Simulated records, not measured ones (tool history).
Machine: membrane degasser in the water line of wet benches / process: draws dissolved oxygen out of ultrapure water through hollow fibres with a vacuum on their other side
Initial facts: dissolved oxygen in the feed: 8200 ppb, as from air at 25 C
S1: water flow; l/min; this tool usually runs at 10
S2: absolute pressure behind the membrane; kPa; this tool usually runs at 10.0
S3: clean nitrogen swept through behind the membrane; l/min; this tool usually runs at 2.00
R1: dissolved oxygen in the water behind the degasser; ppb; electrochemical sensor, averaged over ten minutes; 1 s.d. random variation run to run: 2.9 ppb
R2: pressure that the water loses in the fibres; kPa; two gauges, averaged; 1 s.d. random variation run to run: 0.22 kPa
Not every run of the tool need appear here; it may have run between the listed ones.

| run | hour | S1 | S2 | S3 | R1 | R2 |
|---|---|---|---|---|---|---|
| 1 | 0.0 | 10 | 10.0 | 2.00 | 278.2 | 52.10 |
| 2 | 111.4 | 10 | 10.0 | 2.00 | 282.2 | 52.15 |
| 3 | 276.1 | 10 | 10.0 | 2.00 | 284.6 | 52.27 |
| 4 | 523.7 | 8 | 10.0 | 2.00 | 171.0 | 41.18 |
| 5 | 664.8 | 8 | 10.0 | 2.00 | 171.7 | 41.35 |
| 6 | 915.2 | 10 | 10.0 | 2.00 | 280.5 | 52.12 |
| 7 | 1158.0 | 10 | 10.0 | 2.00 | 284.2 | 52.29 |
| 8 | 1355.4 | 10 | 10.0 | 1.76 | 292.3 | 52.00 |
| 9 | 1555.2 | 10 | 24.6 | 2.00 | 441.2 | 51.81 |
| 10 | 1750.6 | 10 | 24.6 | 2.00 | 443.4 | 51.68 |
| 11 | 1913.1 | 10 | 24.6 | 2.00 | 448.1 | 52.00 |
| 12 | 2040.9 | 10 | 24.6 | 2.00 | 443.5 | 52.05 |
|  | 2116.7 | seals of the vacuum lines changed |
| 13 | 2243.5 | 10 | 24.6 | 1.14 | 618.5 | 51.71 |
| 14 | 2353.6 | 10 | 10.0 | 2.00 | 284.3 | 51.69 |
| 15 | 2523.0 | 10 | 10.0 | 2.00 | 283.9 | 51.61 |
| 16 | 2738.3 | 10 | 10.0 | 2.00 | 282.3 | 51.75 |
| 17 | 2910.5 | 12 | 10.0 | 4.35 | 372.1 | 62.02 |
|  | 3097.6 | vacuum gauge calibrated |
| 18 | 3146.1 | 10 | 10.0 | 1.05 | 348.5 | 51.65 |
| 19 | 3372.0 | 7 | 10.0 | 5.15 | 90.1 | 35.96 |
| 20 | 3601.4 | 8 | 8.5 | 2.00 | 158.7 | 41.38 |
| 21 | 3733.9 | 8 | 8.5 | 2.00 | 159.8 | 41.13 |
| 22 | 3992.5 | 8 | 8.5 | 2.00 | 156.2 | 41.27 |
| 23 | 4233.9 | 11 | 16.3 | 1.18 | 534.5 | 56.41 |
| 24 | 4444.6 | 12 | 16.1 | 5.52 | 386.1 | 61.72 |
| 25 | 4706.5 | 10 | 10.0 | 1.38 | 315.9 | 51.36 |
| 26 | 4835.1 | 10 | 15.5 | 2.00 | 337.6 | 51.35 |
| 27 | 4997.3 | 10 | 15.5 | 2.00 | 345.9 | 51.24 |
| 28 | 5207.0 | 10 | 15.5 | 2.00 | 341.0 | 50.80 |
| 29 | 5479.4 | 10 | 15.5 | 2.00 | 347.7 | 51.14 |
| 30 | 5638.3 | 8 | 15.5 | 2.55 | 197.9 | 41.05 |

Branching from run 30: 4 alternative next runs. What would each branch give?
| A | 5756.5 | 8 | 7.2 | 2.55 | ? | ? |
| B | 5756.5 | 10 | 10.0 | 2.00 | ? | ? |
| C | 5756.5 | 13 | 12.8 | 1.05 | ? | ? |
| D | 5756.5 | 10 | 10.0 | 2.00 | ? | ? |

| run | R1 | R2 |
|---|---|---|
| A | 138.4 | 40.76 |
| B | 283.9 | 51.34 |
| C | 639.9 | 66.52 |
| D | 285.5 | 51.33 |
Without the tool's unlogged condition, the same runs would have read:
| run | R1 | R2 |
|---|---|---|
| A | 138.2 | 41.62 |
| B | 283.6 | 52.42 |
| C | 639.5 | 67.92 |
| D | 285.3 | 52.41 |
